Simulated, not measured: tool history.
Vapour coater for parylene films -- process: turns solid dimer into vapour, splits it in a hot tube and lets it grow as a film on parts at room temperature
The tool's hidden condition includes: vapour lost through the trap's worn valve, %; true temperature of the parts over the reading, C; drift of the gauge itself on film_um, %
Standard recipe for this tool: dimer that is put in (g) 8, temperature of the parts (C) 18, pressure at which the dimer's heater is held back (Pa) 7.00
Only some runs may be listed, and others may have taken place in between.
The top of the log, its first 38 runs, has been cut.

run    hour  dimer that is put in (g)  temperature of the parts (C)  pressure at which the dimer's heater is held back (Pa)  hours of work since the trap's valve was overhauled  hours of work since the table's thermometer was calibrated  thickness of the film (µm)
 39  2074.2                         5                            23                                                    2.61                                                  201                                                         451                        0.69
 40  2148.7                         4                            18                                                   11.87                                                  240                                                         491                        0.53
 41  2196.9                        12                            18                                                    4.45                                                  266                                                         516                        1.81
     2216.1  -- trap's valve overhauled
 42  2254.1                         3                            22                                                    7.00                                                   20                                                         545                        0.40
 43  2304.4                         3                            22                                                    7.00                                                   47                                                         571                        0.45
 44  2377.7                        12                            11                                                    8.13                                                   86                                                         610                        2.29
 45  2448.7                         4                            18                                                    7.00                                                  123                                                         648                        0.60
 46  2490.6                         4                            18                                                   11.44                                                  146                                                         670                        0.58
 47  2561.1                         4                            18                                                   11.44                                                  183                                                         707                        0.57
 48  2638.8                         9                            18                                                    7.00                                                  224                                                         749                        1.32

Here are 3 independent what-if runs from the current tool condition. What would each one return?
  A  2710.5                         9                            15                                                    4.16                                                  262                                                         787                           ?
  B  2710.5                        10                            18                                                    7.00                                                  262                                                         787                           ?
  C  2710.5                         6                            12                                                    2.16                                                  262                                                         787                           ?

run  thickness of the film (µm)
  A                        1.50
  B                        1.45
  C                        1.16
Stripped of hidden state, with their random variation kept, the same runs would have yielded:
run  thickness of the film (µm)
  A                        1.68
  B                        1.63
  C                        1.31
